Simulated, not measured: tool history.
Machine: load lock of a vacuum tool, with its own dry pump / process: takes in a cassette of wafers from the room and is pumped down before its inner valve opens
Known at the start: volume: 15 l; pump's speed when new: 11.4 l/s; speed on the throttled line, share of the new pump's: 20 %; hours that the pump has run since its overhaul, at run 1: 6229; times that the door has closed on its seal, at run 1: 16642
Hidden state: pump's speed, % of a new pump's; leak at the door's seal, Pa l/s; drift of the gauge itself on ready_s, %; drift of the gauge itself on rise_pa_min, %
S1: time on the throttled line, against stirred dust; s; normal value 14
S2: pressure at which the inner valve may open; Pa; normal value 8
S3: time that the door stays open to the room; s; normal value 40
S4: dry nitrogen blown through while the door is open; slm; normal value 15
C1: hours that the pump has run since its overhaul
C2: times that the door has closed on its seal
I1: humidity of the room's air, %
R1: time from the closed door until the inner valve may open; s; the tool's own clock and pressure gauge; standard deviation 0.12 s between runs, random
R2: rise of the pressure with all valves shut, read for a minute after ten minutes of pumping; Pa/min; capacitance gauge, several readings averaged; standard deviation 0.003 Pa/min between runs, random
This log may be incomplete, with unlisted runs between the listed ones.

run,hour,S1,S2,S3,S4,C1,C2,I1,R1,R2
1,0,14,8,40,15,6229,16642,43.6,24.4,0.066
2,151,14,8,40,15,6380,17124,43.2,24.4,0.065
3,288.9,14,8,40,15,6518,17563,47.9,24.5,0.068
4,370.6,14,8,40,15,6599,17824,46.9,24.4,0.074
5,470.8,14,8,40,15,6699,18144,47.1,24.4,0.072
6,540.4,14,8,40,27,6769,18366,44.5,24.3,0.068
7,624,14,8,40,27,6853,18633,47.5,24.8,0.068
8,772.1,14,8,40,27,7001,19105,46,24.4,0.06
9,863.2,14,8,40,10,7092,19396,43.7,24.6,0.08
10,984.1,14,8,40,10,7213,19782,44.5,24.6,0.087
11,1070.7,14,11,105,15,7299,20058,44.6,24,0.099
12,1196.9,14,11,105,15,7426,20461,46.8,24.3,0.095
13,1264.3,14,8,108,5,7493,20676,44.1,24.7,0.126
14,1327.1,14,6,40,5,7556,20876,43.6,25,0.106
15,1475.2,11,7,140,6,7704,21349,45.8,22.4,0.133
16,1536.3,12,12,188,5,7765,21544,46.1,22.4,0.147
17,1611.4,17,6,40,15,7840,21784,44.4,27.5,0.08
18,1690.7,10,8,40,20,7919,22037,47.2,21.8,0.08
19,1768.5,10,9,40,20,7997,22285,42.9,21.4,0.077

Pick out some run-to-run changes in R1. Of each, how much would a tool without hidden state show as well, from the settings, what came in and chance, and how much is left for the hidden state and any gauge scatter not in both results compared?
Run 1 -> 2: nothing adjusted, nothing logged. R1 +0 s: hidden state +0.1, all else -0.1.
Run 17 -> 18: S1 17 -> 10, S2 6 -> 8, S4 15 -> 20. R1 -5.7 s: hidden state +0.1, all else -5.8.
